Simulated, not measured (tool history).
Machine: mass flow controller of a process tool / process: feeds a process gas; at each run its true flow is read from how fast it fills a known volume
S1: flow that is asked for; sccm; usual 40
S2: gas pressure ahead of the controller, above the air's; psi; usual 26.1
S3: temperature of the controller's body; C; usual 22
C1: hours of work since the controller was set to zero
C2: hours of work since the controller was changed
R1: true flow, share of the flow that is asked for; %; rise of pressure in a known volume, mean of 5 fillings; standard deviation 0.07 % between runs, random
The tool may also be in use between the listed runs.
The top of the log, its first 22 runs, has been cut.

| run | hour | S1 | S2 | S3 | C1 | C2 | R1 |
|---|---|---|---|---|---|---|---|
| 23 | 8552.6 | 29 | 39.5 | 29 | 6061 | 6061 | 100.73 |
| 24 | 8856.5 | 44 | 39.5 | 32 | 6273 | 6273 | 101.25 |
| 25 | 9255.5 | 80 | 23.8 | 25 | 6551 | 6551 | 100.58 |
| 26 | 9598.9 | 33 | 21.6 | 33 | 6791 | 6791 | 100.33 |
| 27 | 9975.0 | 33 | 21.6 | 40 | 7053 | 7053 | 101.02 |
| 28 | 10508.1 | 33 | 21.6 | 40 | 7425 | 7425 | 101.21 |
| 29 | 10904.3 | 33 | 21.6 | 40 | 7701 | 7701 | 101.30 |
| 30 | 11390.7 | 16 | 31.0 | 27 | 8040 | 8040 | 101.30 |
| 31 | 11728.6 | 26 | 28.3 | 36 | 8276 | 8276 | 101.48 |
|  | 12065.5 | controller's zero set anew |
| 32 | 12173.8 | 16 | 23.9 | 24 | 75 | 8586 | 98.83 |
| 33 | 12593.1 | 29 | 23.9 | 30 | 368 | 8878 | 99.72 |
| 34 | 13078.3 | 29 | 23.9 | 30 | 706 | 9216 | 99.85 |

Forecast each of these 3 alternatives for the next run:
| A | 13367.0 | 36 | 39.6 | 24 | 907 | 9418 | ? |
| B | 13367.0 | 22 | 21.6 | 26 | 907 | 9418 | ? |
| C | 13367.0 | 40 | 26.1 | 29 | 907 | 9418 | ? |

| run | R1 |
|---|---|
| A | 100.32 |
| B | 99.32 |
| C | 100.14 |
Had the tool no hidden state, the same runs would have come out as:
| run | R1 |
|---|---|
| A | 98.72 |
| B | 97.63 |
| C | 98.55 |
